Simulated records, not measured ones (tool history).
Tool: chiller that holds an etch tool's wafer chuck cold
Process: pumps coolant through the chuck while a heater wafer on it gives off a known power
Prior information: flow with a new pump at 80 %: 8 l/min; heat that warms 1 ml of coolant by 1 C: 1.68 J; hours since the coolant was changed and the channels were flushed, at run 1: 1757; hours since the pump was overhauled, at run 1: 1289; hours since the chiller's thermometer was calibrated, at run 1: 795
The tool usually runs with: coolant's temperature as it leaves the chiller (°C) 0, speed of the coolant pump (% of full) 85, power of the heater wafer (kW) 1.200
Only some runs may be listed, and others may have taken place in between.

run    hour  coolant's temperature as it leaves the chiller (°C)  speed of the coolant pump (% of full)  power of the heater wafer (kW)  hours since the coolant was changed and the channels were flushed  hours since the pump was overhauled  hours since the chiller's thermometer was calibrated  chuck's temperature once it has settled (°C)  how much warmer the coolant comes back (C)
  1     0.0                                                    0                                     85                           1.200                                                               1757                                 1289                                                   795                                          11.0                                        5.13
  2    75.9                                                    0                                     85                           1.200                                                               1833                                 1364                                                   871                                          11.2                                        5.10
  3   159.6                                                    0                                     85                           1.292                                                               1917                                 1448                                                   955                                          11.6                                        5.52
  4   237.3                                                    0                                     85                           1.292                                                               1994                                 1526                                                  1033                                          11.8                                        5.50
  5   282.4                                                    0                                     85                           1.292                                                               2040                                 1571                                                  1078                                          11.9                                        5.57
  6   350.7                                                    0                                     85                           1.292                                                               2108                                 1639                                                  1146                                          12.0                                        5.49
  7   388.4                                                    0                                     85                           1.200                                                               2146                                 1677                                                  1184                                          11.2                                        5.15
  8   438.1                                                    0                                     85                           1.200                                                               2195                                 1727                                                  1233                                          11.0                                        5.19
  9   476.4                                                    0                                     85                           1.200                                                               2234                                 1765                                                  1272                                          11.3                                        5.17
 10   532.5                                                    0                                     94                           1.200                                                               2290                                 1821                                                  1328                                          10.5                                        4.66
 11   590.0                                                    0                                     94                           0.604                                                               2347                                 1879                                                  1385                                           5.3                                        2.36
 12   672.0                                                    0                                     94                           0.604                                                               2429                                 1961                                                  1467                                           5.3                                        2.39
 13   726.5                                                    0                                     94                           0.604                                                               2484                                 2015                                                  1522                                           5.7                                        2.35
 14   796.7                                                    0                                     85                           1.200                                                               2554                                 2085                                                  1592                                          11.2                                        5.14
 15   861.7                                                    0                                     85                           1.200                                                               2619                                 2150                                                  1657                                          11.4                                        5.16
 16   909.5                                                    0                                     85                           1.200                                                               2667                                 2198                                                  1705                                          11.5                                        5.20
 17   982.6                                                   -1                                     81                           1.377                                                               2740                                 2271                                                  1778                                          12.4                                        6.26
 18  1030.2                                                    4                                     80                           0.603                                                               2787                                 2319                                                  1825                                          10.2                                        2.75
 19  1072.1                                                    4                                     80                           0.603                                                               2829                                 2361                                                  1867                                          10.2                                        2.78

For run 20, what comes out?
 20  1119.7                                                    0                                     85                           1.200                                                               2877                                 2408                                                  1915                                             ?                                           ?

chuck's temperature once it has settled (°C): 11.5
how much warmer the coolant comes back (C): 5.21
Minus the tool's unlogged condition, the same run would have read chuck's temperature once it has settled (°C) 10.5, how much warmer the coolant comes back (C) 5.06.
